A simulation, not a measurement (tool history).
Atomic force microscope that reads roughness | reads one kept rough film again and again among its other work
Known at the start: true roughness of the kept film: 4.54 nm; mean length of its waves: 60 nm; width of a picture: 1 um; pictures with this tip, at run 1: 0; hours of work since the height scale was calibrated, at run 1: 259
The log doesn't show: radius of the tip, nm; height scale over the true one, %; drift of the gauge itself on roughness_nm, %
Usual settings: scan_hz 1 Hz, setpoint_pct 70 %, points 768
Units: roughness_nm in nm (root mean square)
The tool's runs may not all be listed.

| run | day | scan_hz | setpoint_pct | points | pictures with this tip | hours of work since the height scale was calibrated | roughness_nm |
|---|---|---|---|---|---|---|---|
| 1 | 0 | 1 | 70 | 768 | 0 | 259 | 4.125 |
| 2 | 1.208 | 1 | 60 | 768 | 32 | 272 | 4.113 |
| 3 | 2.117 | 1 | 70 | 768 | 56 | 282 | 4.005 |
| 4 | 3.033 | 1 | 70 | 768 | 80 | 292 | 3.962 |
| 5 | 4.433 | 1 | 70 | 768 | 116 | 307 | 3.904 |
| 6 | 5.492 | 1 | 70 | 768 | 144 | 318 | 3.853 |
| 7 | 6.583 | 1 | 70 | 360 | 172 | 330 | 3.811 |
| 8 | 8.017 | 1 | 70 | 307 | 210 | 345 | 3.739 |
| 9 | 8.642 | 1 | 70 | 307 | 226 | 352 | 3.739 |
| 10 | 9.333 | 1 | 70 | 307 | 244 | 360 | 3.667 |
| 11 | 10.392 | 1 | 70 | 307 | 272 | 371 | 3.648 |
| 12 | 11.058 | 3.01 | 70 | 307 | 289 | 378 | 3.38 |
| 13 | 11.875 | 3.01 | 70 | 307 | 310 | 387 | 3.359 |
| 14 | 12.667 | 3.01 | 70 | 307 | 331 | 395 | 3.325 |
| 15 | 13.346 | 3.01 | 70 | 307 | 349 | 403 | 3.287 |
|  | 14.238 | new tip fitted |
| 16 | 14.238 | 1 | 70 | 768 | 0 | 412 | 4.144 |
| 17 | 14.942 | 1 | 70 | 768 | 19 | 420 | 4.117 |
| 18 | 15.908 | 3.4 | 70 | 891 | 44 | 430 | 3.705 |
| 19 | 17.158 | 2.38 | 68 | 891 | 77 | 443 | 3.809 |
| 20 | 17.933 | 0.78 | 89 | 429 | 97 | 452 | 3.757 |
| 21 | 18.758 | 2.45 | 81 | 611 | 118 | 461 | 3.456 |
| 22 | 19.467 | 1.61 | 63 | 451 | 137 | 468 | 3.832 |
| 23 | 20.525 | 0.56 | 70 | 925 | 165 | 480 | 3.86 |
| 24 | 21.65 | 0.76 | 63 | 842 | 194 | 492 | 3.842 |
| 25 | 22.708 | 0.5 | 87 | 978 | 222 | 503 | 3.734 |
| 26 | 24.092 | 0.5 | 87 | 978 | 258 | 518 | 3.634 |
| 27 | 24.879 | 1.26 | 70 | 563 | 278 | 526 | 3.596 |
| 28 | 25.975 | 1.26 | 70 | 563 | 307 | 538 | 3.504 |
| 29 | 26.871 | 1.26 | 71 | 319 | 330 | 548 | 3.48 |
| 30 | 28.125 | 1.26 | 72 | 762 | 363 | 561 | 3.448 |
|  | 28.529 | new tip fitted |
| 31 | 29.371 | 1.26 | 72 | 762 | 22 | 574 | 3.991 |
| 32 | 30.762 | 3.57 | 84 | 384 | 58 | 589 | 3.228 |
| 33 | 31.988 | 0.5 | 70 | 534 | 90 | 603 | 4.009 |

Hidden state at the last listed run before each entry between runs and at the first one after, where it differs:
Between runs 15 and 16: new tip fitted (day 14.238)
  radius of the tip, nm: 45.6 -> 10.4; height scale over the true one, %: -0.73 -> -0.74
  measured less the result without the state, roughness_nm: -0.583 -> -0.038 nm (root mean square)
Between runs 30 and 31: new tip fitted (day 28.529)
  radius of the tip, nm: 47.9 -> 13.1; height scale over the true one, %: -0.96 -> -0.98
  measured less the result without the state, roughness_nm: -0.66 -> -0.098 nm (root mean square)
